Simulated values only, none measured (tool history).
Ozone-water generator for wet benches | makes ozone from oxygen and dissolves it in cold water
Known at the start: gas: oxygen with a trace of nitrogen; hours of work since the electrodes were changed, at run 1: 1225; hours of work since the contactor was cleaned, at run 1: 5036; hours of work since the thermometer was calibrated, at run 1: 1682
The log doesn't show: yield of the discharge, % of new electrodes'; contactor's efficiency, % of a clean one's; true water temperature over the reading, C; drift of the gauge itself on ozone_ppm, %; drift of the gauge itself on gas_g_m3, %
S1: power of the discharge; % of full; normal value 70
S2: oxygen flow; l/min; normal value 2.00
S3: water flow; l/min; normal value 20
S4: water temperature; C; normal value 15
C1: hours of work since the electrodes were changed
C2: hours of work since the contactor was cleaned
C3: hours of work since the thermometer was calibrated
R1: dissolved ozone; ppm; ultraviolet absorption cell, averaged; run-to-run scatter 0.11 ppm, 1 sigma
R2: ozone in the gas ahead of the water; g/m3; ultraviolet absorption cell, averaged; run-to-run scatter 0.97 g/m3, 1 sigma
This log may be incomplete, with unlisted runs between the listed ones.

run	hour	S1	S2	S3	S4	C1	C2	C3	R1	R2
1	0.0	70	2.00	20	15	1225	5036	1682	9.0	161.8
2	34.3	70	2.00	20	15	1249	5059	1706	8.8	161.4
3	85.5	70	2.00	20	15	1284	5094	1741	8.9	162.6
4	135.1	70	1.06	20	15	1318	5128	1775	6.4	196.7
5	176.8	70	1.06	20	15	1346	5157	1803	6.3	197.3
6	216.9	70	1.06	20	15	1374	5184	1831	6.3	195.7
7	241.2	70	2.00	20	15	1390	5201	1847	8.9	162.1
8	285.7	70	2.00	29	15	1421	5231	1878	6.1	160.8
9	335.6	70	2.00	20	13	1455	5266	1912	9.1	160.8
10	370.0	70	2.00	20	13	1478	5289	1935	9.1	161.5
11	425.2	70	2.00	20	13	1516	5327	1973	9.0	161.6

Forecast run 12:
12	449.1	55	2.00	15	15	1533	5343	1989	?	?

{"run 12": {"R1": 9.5, "R2": 133.3}}
Minus the tool's unlogged condition, the same run would have read R1 9.9 ppm, R2 136.2 g/m3.
